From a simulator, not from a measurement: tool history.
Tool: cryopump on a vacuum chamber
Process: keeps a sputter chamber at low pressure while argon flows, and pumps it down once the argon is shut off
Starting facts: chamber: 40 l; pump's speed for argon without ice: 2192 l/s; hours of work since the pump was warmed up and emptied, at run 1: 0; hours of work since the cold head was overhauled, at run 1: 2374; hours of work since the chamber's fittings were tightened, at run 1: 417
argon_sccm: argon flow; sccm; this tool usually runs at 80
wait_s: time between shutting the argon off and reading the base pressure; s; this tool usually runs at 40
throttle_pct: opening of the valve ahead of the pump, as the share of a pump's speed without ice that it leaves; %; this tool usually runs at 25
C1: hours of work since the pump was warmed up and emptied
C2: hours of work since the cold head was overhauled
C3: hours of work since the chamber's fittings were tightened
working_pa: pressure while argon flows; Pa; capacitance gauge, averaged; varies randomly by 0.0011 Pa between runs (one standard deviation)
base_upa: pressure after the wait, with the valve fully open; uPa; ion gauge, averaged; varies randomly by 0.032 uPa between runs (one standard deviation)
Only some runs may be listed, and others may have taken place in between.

Run 1, hour 0: usual settings; C1 0; C2 2374; C3 417. Result: working_pa 0.2484 Pa, base_upa 1.74 uPa.
Run 2, hour 97.8: usual settings but argon_sccm 148 sccm; C1 78; C2 2452; C3 495. Result: working_pa 0.4638 Pa, base_upa 1.83 uPa.
Run 3, hour 190.6: usual settings but wait_s 55 s; C1 153; C2 2526; C3 570. Result: working_pa 0.2519 Pa, base_upa 1.41 uPa.
Run 4, hour 285: usual settings but wait_s 133 s; C1 228; C2 2602; C3 645. Result: working_pa 0.2574 Pa, base_upa 0.84 uPa.
Run 5, hour 339.2: usual settings but wait_s 133 s; C1 272; C2 2645; C3 689. Result: working_pa 0.2589 Pa, base_upa 0.86 uPa.
Run 6, hour 430.9: usual settings but wait_s 133 s; C1 345; C2 2719; C3 762. Result: working_pa 0.261 Pa, base_upa 0.85 uPa.
Run 7, hour 507.7: usual settings but wait_s 133 s; C1 407; C2 2780; C3 824. Result: working_pa 0.2632 Pa, base_upa 0.89 uPa.
Run 8, hour 574.4: usual settings but wait_s 133 s; C1 460; C2 2834; C3 877. Result: working_pa 0.2688 Pa, base_upa 0.94 uPa.
Run 9, hour 652.4: usual settings; C1 523; C2 2896; C3 940. Result: working_pa 0.2695 Pa, base_upa 1.99 uPa.
Run 10, hour 732.6: usual settings; C1 587; C2 2961; C3 1004. Result: working_pa 0.2734 Pa, base_upa 2.09 uPa.
Run 11, hour 805.5: usual settings; C1 646; C2 3019; C3 1063. Result: working_pa 0.2798 Pa, base_upa 2.12 uPa.
At hour 853.7: pump warmed up, emptied and cooled again.
Run 12, hour 865.1: usual settings; C1 9; C2 3063; C3 1106. Result: working_pa 0.2488 Pa, base_upa 1.9 uPa.
Run 13, hour 942.8: usual settings; C1 71; C2 3125; C3 1169. Result: working_pa 0.2495 Pa, base_upa 1.95 uPa.
Run 14, hour 1012.5: usual settings; C1 127; C2 3181; C3 1225. Result: working_pa 0.2521 Pa, base_upa 2.06 uPa.
Run 15, hour 1114.4: usual settings; C1 209; C2 3263; C3 1306. Result: working_pa 0.257 Pa, base_upa 1.96 uPa.
Run 16, hour 1238.1: usual settings; C1 308; C2 3362; C3 1405. Result: working_pa 0.2591 Pa, base_upa 2.14 uPa.
Run 17, hour 1298.8: usual settings; C1 357; C2 3411; C3 1454. Result: working_pa 0.2614 Pa, base_upa 2.15 uPa.
Run 18, hour 1391.4: usual settings but wait_s 81 s, throttle_pct 22 %; C1 431; C2 3485; C3 1528. Result: working_pa 0.2979 Pa, base_upa 1.43 uPa.
Run 19, hour 1452.7: usual settings but argon_sccm 57 sccm; C1 480; C2 3534; C3 1578. Result: working_pa 0.1896 Pa, base_upa 2.27 uPa.
Run 20, hour 1559.1: usual settings but argon_sccm 35 sccm, wait_s 27 s; C1 565; C2 3619; C3 1663. Result: working_pa 0.1204 Pa, base_upa 2.99 uPa.
Run 21, hour 1674.4: usual settings but argon_sccm 73 sccm, wait_s 93 s; C1 658; C2 3712; C3 1755. Result: working_pa 0.2527 Pa, base_upa 1.46 uPa.
At hour 1710.4: pump warmed up, emptied and cooled again.
Run 22, hour 1781.9: usual settings but argon_sccm 73 sccm, wait_s 93 s; C1 57; C2 3794; C3 1837. Result: working_pa 0.2295 Pa, base_upa 1.24 uPa.
Run 23, hour 1862: usual settings but argon_sccm 63 sccm, wait_s 21 s, throttle_pct 17 %; C1 122; C2 3858; C3 1902. Result: working_pa 0.2893 Pa, base_upa 3.46 uPa.
Run 24, hour 1941.5: usual settings but argon_sccm 63 sccm, wait_s 21 s, throttle_pct 17 %; C1 185; C2 3922; C3 1965. Result: working_pa 0.2912 Pa, base_upa 3.49 uPa.
Run 25, hour 2063.8: usual settings but argon_sccm 63 sccm, wait_s 43 s, throttle_pct 18 %; C1 283; C2 4020; C3 2063. Result: working_pa 0.2798 Pa, base_upa 2.2 uPa.
Run 26, hour 2122.3: usual settings but argon_sccm 63 sccm, wait_s 43 s, throttle_pct 18 %; C1 330; C2 4067; C3 2110. Result: working_pa 0.2817 Pa, base_upa 2.24 uPa.
Run 27, hour 2220.8: usual settings but wait_s 136 s, throttle_pct 58 %; C1 409; C2 4146; C3 2189. Result: working_pa 0.1241 Pa, base_upa 1.28 uPa.
Run 28, hour 2330.4: usual settings but argon_sccm 126 sccm, wait_s 24 s, throttle_pct 44 %; C1 497; C2 4234; C3 2277. Result: working_pa 0.2552 Pa, base_upa 3.47 uPa.
Run 29, hour 2432.6: usual settings but argon_sccm 75 sccm, wait_s 138 s, throttle_pct 19 %; C1 579; C2 4315; C3 2359. Result: working_pa 0.3295 Pa, base_upa 1.39 uPa.
Run 30, hour 2546.2: usual settings but argon_sccm 75 sccm, wait_s 138 s, throttle_pct 19 %; C1 670; C2 4407; C3 2450. Result: working_pa 0.3346 Pa, base_upa 1.62 uPa.
At hour 2569: pump warmed up, emptied and cooled again.
Run 31, hour 2669.3: usual settings but wait_s 58 s, throttle_pct 37 %; C1 80; C2 4501; C3 2545. Result: working_pa 0.1722 Pa, base_upa 1.81 uPa.
Run 32, hour 2757: usual settings but argon_sccm 91 sccm, wait_s 52 s, throttle_pct 55 %; C1 151; C2 4571; C3 2615. Result: working_pa 0.1346 Pa, base_upa 1.98 uPa.
Run 33, hour 2865.7: usual settings but argon_sccm 91 sccm, wait_s 52 s, throttle_pct 55 %; C1 238; C2 4659; C3 2702. Result: working_pa 0.1385 Pa, base_upa 2.05 uPa.
Run 34, hour 2969.6: usual settings but argon_sccm 95 sccm, wait_s 144 s, throttle_pct 49 %; C1 321; C2 4742; C3 2785. Result: working_pa 0.1652 Pa, base_upa 1.45 uPa.

3 ways to go on from here, each from the tool as it stands after run 34. What would each give?
Run A, hour 3025.4: usual settings but wait_s 117 s; C1 366; C2 4787; C3 2830. Result: working_pa ?, base_upa ?.
Run B, hour 3025.4: usual settings but argon_sccm 56 sccm, wait_s 37 s, throttle_pct 17 %; C1 366; C2 4787; C3 2830. Result: working_pa ?, base_upa ?.
Run C, hour 3025.4: usual settings but argon_sccm 115 sccm; C1 366; C2 4787; C3 2830. Result: working_pa ?, base_upa ?.

run  working_pa  base_upa
  A      0.2625      1.54
  B      0.2649      2.58
  C      0.3769      2.58
Without the tool's hidden state the same runs would have given:
run  working_pa  base_upa
  A      0.2466      0.65
  B      0.2538      1.71
  C       0.354      1.66
